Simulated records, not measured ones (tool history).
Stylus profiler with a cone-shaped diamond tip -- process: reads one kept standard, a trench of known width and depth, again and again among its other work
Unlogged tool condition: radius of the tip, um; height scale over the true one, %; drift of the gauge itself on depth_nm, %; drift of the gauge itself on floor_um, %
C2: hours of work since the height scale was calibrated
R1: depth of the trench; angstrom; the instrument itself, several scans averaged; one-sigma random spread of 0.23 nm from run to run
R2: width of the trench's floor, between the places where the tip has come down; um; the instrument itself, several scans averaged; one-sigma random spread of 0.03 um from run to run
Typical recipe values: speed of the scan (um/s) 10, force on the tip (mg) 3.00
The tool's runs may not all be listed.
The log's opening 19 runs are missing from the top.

Run 20, hour 1351.9: usual settings but speed of the scan (um/s) 26, force on the tip (mg) 2.20; scans with this tip 17298; C2 775. Result: R1 10095.4 angstrom, R2 94.85 um.
Run 21, hour 1442.1: usual settings; scans with this tip 17708; C2 838. Result: R1 10124.1 angstrom, R2 94.86 um.
Run 22, hour 1520.3: usual settings; scans with this tip 18064; C2 893. Result: R1 10119.7 angstrom, R2 94.81 um.
Run 23, hour 1587.1: usual settings but speed of the scan (um/s) 15, force on the tip (mg) 7.00; scans with this tip 18367; C2 940. Result: R1 10248.7 angstrom, R2 94.90 um.
At hour 1601.9: height scale calibrated on a step standard.
Run 24, hour 1658.5: usual settings but speed of the scan (um/s) 6, force on the tip (mg) 5.69; scans with this tip 18690; C2 40. Result: R1 10249.0 angstrom, R2 94.92 um.
Run 25, hour 1707.6: usual settings but speed of the scan (um/s) 17; scans with this tip 18913; C2 74. Result: R1 10162.5 angstrom, R2 94.82 um.
Run 26, hour 1794.2: usual settings but speed of the scan (um/s) 20, force on the tip (mg) 6.74; scans with this tip 19306; C2 135. Result: R1 10278.7 angstrom, R2 94.74 um.
Run 27, hour 1833.3: usual settings but speed of the scan (um/s) 11, force on the tip (mg) 5.33; scans with this tip 19484; C2 163. Result: R1 10236.0 angstrom, R2 94.80 um.
Run 28, hour 1921.9: usual settings but speed of the scan (um/s) 8, force on the tip (mg) 4.66; scans with this tip 19887; C2 225. Result: R1 10211.0 angstrom, R2 94.72 um.
Run 29, hour 1978.0: usual settings but speed of the scan (um/s) 5, force on the tip (mg) 5.28; scans with this tip 20142; C2 265. Result: R1 10227.7 angstrom, R2 94.74 um.
Run 30, hour 2055.3: usual settings but speed of the scan (um/s) 5, force on the tip (mg) 5.28; scans with this tip 20493; C2 319. Result: R1 10222.9 angstrom, R2 94.77 um.
Run 31, hour 2102.9: usual settings but speed of the scan (um/s) 5, force on the tip (mg) 5.28; scans with this tip 20709; C2 353. Result: R1 10222.2 angstrom, R2 94.71 um.
Run 32, hour 2159.0: usual settings but speed of the scan (um/s) 38, force on the tip (mg) 1.11; scans with this tip 20964; C2 392. Result: R1 10064.8 angstrom, R2 94.43 um.
Run 33, hour 2206.7: usual settings but speed of the scan (um/s) 11, force on the tip (mg) 2.97; scans with this tip 21181; C2 426. Result: R1 10143.7 angstrom, R2 94.58 um.
Run 34, hour 2259.3: usual settings but speed of the scan (um/s) 11, force on the tip (mg) 2.97; scans with this tip 21420; C2 463. Result: R1 10140.8 angstrom, R2 94.63 um.
Run 35, hour 2304.7: usual settings but speed of the scan (um/s) 5, force on the tip (mg) 8.47; scans with this tip 21627; C2 495. Result: R1 10304.3 angstrom, R2 94.67 um.
Run 36, hour 2371.5: usual settings but speed of the scan (um/s) 26, force on the tip (mg) 5.40; scans with this tip 21930; C2 542. Result: R1 10217.2 angstrom, R2 94.58 um.
Run 37, hour 2414.5: usual settings but speed of the scan (um/s) 17, force on the tip (mg) 2.82; scans with this tip 22126; C2 572. Result: R1 10125.8 angstrom, R2 94.58 um.
Run 38, hour 2505.5: usual settings but speed of the scan (um/s) 17, force on the tip (mg) 2.82; scans with this tip 22539; C2 636. Result: R1 10124.4 angstrom, R2 94.53 um.
Run 39, hour 2591.4: usual settings but speed of the scan (um/s) 17, force on the tip (mg) 2.82; scans with this tip 22930; C2 696. Result: R1 10120.4 angstrom, R2 94.49 um.
Run 40, hour 2639.3: usual settings but speed of the scan (um/s) 7, force on the tip (mg) 1.69; scans with this tip 23147; C2 730. Result: R1 10075.9 angstrom, R2 94.57 um.
Run 41, hour 2693.0: usual settings but speed of the scan (um/s) 5; scans with this tip 23391; C2 768. Result: R1 10126.1 angstrom, R2 94.53 um.
Run 42, hour 2784.9: usual settings but speed of the scan (um/s) 5; scans with this tip 23809; C2 833. Result: R1 10121.2 angstrom, R2 94.52 um.

Predict each of these 5 candidate next runs independently; none follows another, all start after run 42:
Run A, hour 2875.9: usual settings but speed of the scan (um/s) 4, force on the tip (mg) 6.39; scans with this tip 24222; C2 897. Result: R1 ?, R2 ?.
Run B, hour 2875.9: usual settings but speed of the scan (um/s) 3, force on the tip (mg) 6.27; scans with this tip 24222; C2 897. Result: R1 ?, R2 ?.
Run C, hour 2875.9: usual settings but speed of the scan (um/s) 4, force on the tip (mg) 2.89; scans with this tip 24222; C2 897. Result: R1 ?, R2 ?.
Run D, hour 2875.9: usual settings but speed of the scan (um/s) 3, force on the tip (mg) 6.20; scans with this tip 24222; C2 897. Result: R1 ?, R2 ?.
Run E, hour 2875.9: usual settings but speed of the scan (um/s) 6, force on the tip (mg) 5.10; scans with this tip 24222; C2 897. Result: R1 ?, R2 ?.

run       R1     R2
  A  10228.4  94.50
  B  10228.2  94.45
  C  10115.3  94.50
  D  10221.7  94.47
  E  10190.3  94.45
Take away the tool's hidden state, keep each run's random variation, and the runs would have read:
run       R1     R2
  A  10274.1  96.52
  B  10273.9  96.47
  C  10160.5  96.52
  D  10267.4  96.50
  E  10235.8  96.48
